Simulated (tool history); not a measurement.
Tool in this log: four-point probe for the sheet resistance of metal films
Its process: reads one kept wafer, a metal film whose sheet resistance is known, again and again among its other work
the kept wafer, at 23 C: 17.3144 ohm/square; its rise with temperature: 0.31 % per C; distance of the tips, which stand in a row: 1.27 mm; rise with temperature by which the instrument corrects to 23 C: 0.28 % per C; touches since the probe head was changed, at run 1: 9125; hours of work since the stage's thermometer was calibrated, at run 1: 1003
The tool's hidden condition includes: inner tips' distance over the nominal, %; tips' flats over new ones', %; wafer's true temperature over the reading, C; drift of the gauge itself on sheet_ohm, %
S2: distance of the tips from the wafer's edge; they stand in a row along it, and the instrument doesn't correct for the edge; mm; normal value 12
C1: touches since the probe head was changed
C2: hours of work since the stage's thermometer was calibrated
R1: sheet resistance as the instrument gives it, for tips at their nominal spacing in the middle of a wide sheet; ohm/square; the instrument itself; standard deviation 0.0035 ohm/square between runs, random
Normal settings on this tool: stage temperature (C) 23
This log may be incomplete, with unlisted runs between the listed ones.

run 1 day=0.000 | stage_temperature_(C)=23 S2=12 | C1=9125 C2=1003 | R1=17.378575
run 2 day=1.683 | stage_temperature_(C)=23 S2=12 | C1=10114 C2=1019 | R1=17.376883
run 3 day=2.712 | stage_temperature_(C)=23 S2=12 | C1=10721 C2=1029 | R1=17.373750
run 4 day=4.371 | stage_temperature_(C)=23 S2=6 | C1=11695 C2=1046 | R1=17.677068
run 5 day=6.362 | stage_temperature_(C)=23 S2=6 | C1=12866 C2=1065 | R1=17.672043
run 6 day=8.492 | stage_temperature_(C)=23 S2=6 | C1=14119 C2=1086 | R1=17.674438
run 7 day=9.908 | stage_temperature_(C)=23 S2=4 | C1=14952 C2=1100 | R1=18.146877
run 8 day=11.162 | stage_temperature_(C)=23 S2=4 | C1=15691 C2=1112 | R1=18.145077
run 9 day=12.567 | stage_temperature_(C)=23 S2=12 | C1=16514 C2=1125 | R1=17.366650
run 10 day=13.946 | stage_temperature_(C)=25 S2=12 | C1=17327 C2=1139 | R1=17.373703
run 11 day=14.917 | stage_temperature_(C)=25 S2=12 | C1=17897 C2=1148 | R1=17.375183
run 12 day=16.596 | stage_temperature_(C)=25 S2=12 | C1=18885 C2=1165 | R1=17.375993
-- day=16.742 stage's thermometer calibrated
run 13 day=18.725 | stage_temperature_(C)=25 S2=12 | C1=20126 C2=19 | R1=17.366518
run 14 day=20.850 | stage_temperature_(C)=23 S2=53 | C1=21374 C2=40 | R1=17.262117
run 15 day=22.238 | stage_temperature_(C)=23 S2=12 | C1=22191 C2=54 | R1=17.353219
-- day=23.929 stage's thermometer calibrated, once more
run 16 day=24.271 | stage_temperature_(C)=23 S2=12 | C1=23375 C2=3 | R1=17.349887
run 17 day=25.942 | stage_temperature_(C)=31 S2=12 | C1=24356 C2=20 | R1=17.399231
run 18 day=26.879 | stage_temperature_(C)=31 S2=12 | C1=24908 C2=29 | R1=17.390283
run 19 day=28.367 | stage_temperature_(C)=31 S2=12 | C1=25782 C2=43 | R1=17.398342
run 20 day=29.867 | stage_temperature_(C)=31 S2=12 | C1=26665 C2=58 | R1=17.394607
run 21 day=31.900 | stage_temperature_(C)=31 S2=12 | C1=27861 C2=78 | R1=17.384366
run 22 day=33.083 | stage_temperature_(C)=31 S2=12 | C1=28556 C2=89 | R1=17.393361
run 23 day=34.654 | stage_temperature_(C)=34 S2=10 | C1=29481 C2=105 | R1=17.446489
run 24 day=36.508 | stage_temperature_(C)=23 S2=41 | C1=30571 C2=123 | R1=17.240866
run 25 day=37.446 | stage_temperature_(C)=23 S2=37 | C1=31122 C2=132 | R1=17.242696
run 26 day=39.533 | stage_temperature_(C)=23 S2=37 | C1=32350 C2=152 | R1=17.241176
run 27 day=40.992 | stage_temperature_(C)=18 S2=20 | C1=33206 C2=166 | R1=17.236515
run 28 day=41.892 | stage_temperature_(C)=18 S2=20 | C1=33737 C2=175 | R1=17.237541
run 29 day=43.708 | stage_temperature_(C)=34 S2=18 | C1=34806 C2=193 | R1=17.347513
run 30 day=44.767 | stage_temperature_(C)=34 S2=18 | C1=35427 C2=203 | R1=17.335119
run 31 day=46.642 | stage_temperature_(C)=34 S2=18 | C1=36530 C2=221 | R1=17.338888
run 32 day=48.700 | stage_temperature_(C)=34 S2=41 | C1=37740 C2=241 | R1=17.294082
run 33 day=50.212 | stage_temperature_(C)=25 S2=24 | C1=38629 C2=256 | R1=17.260222
run 34 day=51.496 | stage_temperature_(C)=23 S2=10 | C1=39385 C2=269 | R1=17.370661
run 35 day=53.254 | stage_temperature_(C)=24 S2=23 | C1=40420 C2=286 | R1=17.241618
run 36 day=54.529 | stage_temperature_(C)=20 S2=5 | C1=41169 C2=298 | R1=17.785199
run 37 day=56.388 | stage_temperature_(C)=29 S2=23 | C1=42261 C2=316 | R1=17.284975
run 38 day=57.775 | stage_temperature_(C)=29 S2=23 | C1=43078 C2=330 | R1=17.279062
run 39 day=58.992 | stage_temperature_(C)=26 S2=17 | C1=43793 C2=342 | R1=17.285069
run 40 day=60.662 | stage_temperature_(C)=19 S2=8 | C1=44775 C2=358 | R1=17.422557
run 41 day=61.662 | stage_temperature_(C)=19 S2=8 | C1=45364 C2=368 | R1=17.421256
run 42 day=62.983 | stage_temperature_(C)=24 S2=5 | C1=46141 C2=381 | R1=17.797403
run 43 day=64.038 | stage_temperature_(C)=24 S2=5 | C1=46760 C2=391 | R1=17.798018
run 44 day=65.821 | stage_temperature_(C)=19 S2=5 | C1=47808 C2=408 | R1=17.772123

What if the next run were any one of these 5? Each begins from the tool's condition after run 44:
run A day=67.075 | stage_temperature_(C)=25 S2=19 | C1=48547 C2=421 | R1=?
run B day=67.075 | stage_temperature_(C)=28 S2=7 | C1=48547 C2=421 | R1=?
run C day=67.075 | stage_temperature_(C)=24 S2=14 | C1=48547 C2=421 | R1=?
run D day=67.075 | stage_temperature_(C)=20 S2=5 | C1=48547 C2=421 | R1=?
run E day=67.075 | stage_temperature_(C)=23 S2=19 | C1=48547 C2=421 | R1=?

run=A R1=17.257406
run=B R1=17.537436
run=C R1=17.294515
run=D R1=17.769310
run=E R1=17.254330
Without the tool's unlogged condition, the same runs would have read:
run=A R1=17.366024
run=B R1=17.647730
run=C R1=17.403334
run=D R1=17.880773
run=E R1=17.362897
